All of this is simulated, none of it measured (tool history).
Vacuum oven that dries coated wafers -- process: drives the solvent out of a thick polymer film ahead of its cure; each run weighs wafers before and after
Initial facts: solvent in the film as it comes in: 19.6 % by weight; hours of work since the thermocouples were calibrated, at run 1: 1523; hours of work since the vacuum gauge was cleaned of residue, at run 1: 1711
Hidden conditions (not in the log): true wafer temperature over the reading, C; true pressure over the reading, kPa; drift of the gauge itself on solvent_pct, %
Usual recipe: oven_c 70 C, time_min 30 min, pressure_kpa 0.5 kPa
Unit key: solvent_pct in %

run,hour,oven_c,time_min,pressure_kpa,hours of work since the thermocouples were calibrated,hours of work since the vacuum gauge was cleaned of residue,solvent_pct
1,0,70,30,0.5,1523,1711,2.14
2,45.3,70,30,0.5,1555,1742,2.07
3,74,70,30,0.5,1575,1762,2.06
4,137.5,70,30,0.5,1619,1807,2.22
5,198.3,70,30,0.5,1661,1849,2.1
6,252,70,30,0.5,1699,1886,2.03
7,309.9,70,30,0.5,1739,1927,1.99
8,339.5,70,30,0.5,1760,1947,1.99
# hour 366.1: oven's thermocouples calibrated
9,407.5,70,30,0.5,29,1993,2.71
10,447.3,70,30,0.5,57,2021,2.71
11,508.1,70,15,0.5,99,2064,6.44
12,540.7,70,15,0.5,122,2086,6.51
13,586.5,70,15,0.5,154,2118,6.35
14,652.6,70,18,0.624,200,2164,5.4
15,694.4,70,27,0.5,229,2194,3.12
16,761.1,70,27,0.5,275,2240,3.11
17,798.7,67,52,0.5,302,2266,1.59
18,855.6,67,52,0.5,341,2306,1.53
19,910.3,67,52,0.5,379,2344,1.53
20,975.7,70,30,1.093,425,2390,2.8
21,1038.2,70,30,1.093,469,2433,2.7
22,1090.6,81,30,0.883,505,2470,0.56
23,1156.1,62,30,0.883,551,2515,6.06

5 options for the next run, each taken on its own from the tool as it stands now. Forecast them:
A,1205.9,82,29,0.278,585,2550,?
B,1205.9,60,25,0.431,585,2550,?
C,1205.9,72,30,0.773,585,2550,?
D,1205.9,62,30,0.531,585,2550,?
E,1205.9,73,43,0.859,585,2550,?

run,solvent_pct
A,0.34
B,7.84
C,1.98
D,5.97
E,0.9
Take away the tool's hidden state, keep each run's random variation, and the runs would have read:
run,solvent_pct
A,0.24
B,8.01
C,2.04
D,6.15
E,0.81
